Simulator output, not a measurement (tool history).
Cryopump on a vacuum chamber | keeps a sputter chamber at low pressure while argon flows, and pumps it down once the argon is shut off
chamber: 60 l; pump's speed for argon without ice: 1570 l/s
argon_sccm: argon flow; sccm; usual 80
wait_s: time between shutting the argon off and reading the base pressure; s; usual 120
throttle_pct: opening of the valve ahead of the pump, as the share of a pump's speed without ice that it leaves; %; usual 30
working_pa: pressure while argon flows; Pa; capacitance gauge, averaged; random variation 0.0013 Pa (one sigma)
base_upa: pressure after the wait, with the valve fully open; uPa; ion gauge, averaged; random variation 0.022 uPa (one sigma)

| run | hour | argon_sccm | wait_s | throttle_pct | working_pa | base_upa |
|---|---|---|---|---|---|---|
| 1 | 0 | 80 | 120 | 30 | 0.3017 | 1.11 |
| 2 | 30 | 80 | 120 | 30 | 0.304 | 1.14 |
| 3 | 43.4 | 80 | 120 | 30 | 0.3034 | 1.17 |
| 4 | 57.8 | 80 | 120 | 40 | 0.2317 | 1.2 |
| 5 | 70 | 80 | 120 | 40 | 0.2306 | 1.24 |
| 6 | 96.4 | 80 | 120 | 56 | 0.1712 | 1.28 |
| 7 | 111.5 | 80 | 120 | 56 | 0.1712 | 1.32 |
| 8 | 131.8 | 35 | 120 | 30 | 0.1334 | 1.33 |
| 9 | 149.5 | 37 | 120 | 57 | 0.0789 | 1.29 |
| 10 | 162 | 99 | 49 | 50 | 0.2369 | 2.05 |
| 11 | 182.1 | 80 | 120 | 26 | 0.3501 | 1.39 |
| 12 | 197.8 | 50 | 120 | 52 | 0.1178 | 1.39 |
| 13 | 223.5 | 63 | 119 | 57 | 0.1359 | 1.52 |
| 14 | 246.5 | 79 | 27 | 16 | 0.5546 | 3.19 |
| 15 | 267 | 62 | 82 | 29 | 0.2496 | 1.79 |

Forecast each of these 3 alternatives for the next run:
| A | 287.4 | 62 | 247 | 52 | ? | ? |
| B | 287.4 | 47 | 29 | 29 | ? | ? |
| C | 287.4 | 80 | 27 | 30 | ? | ? |

| run | working_pa | base_upa |
|---|---|---|
| A | 0.1459 | 1.32 |
| B | 0.1876 | 3.11 |
| C | 0.312 | 3.25 |
Without the tool's hidden state the same runs would have given:
| run | working_pa | base_upa |
|---|---|---|
| A | 0.1272 | 0.4 |
| B | 0.1734 | 2.21 |
| C | 0.2876 | 2.36 |

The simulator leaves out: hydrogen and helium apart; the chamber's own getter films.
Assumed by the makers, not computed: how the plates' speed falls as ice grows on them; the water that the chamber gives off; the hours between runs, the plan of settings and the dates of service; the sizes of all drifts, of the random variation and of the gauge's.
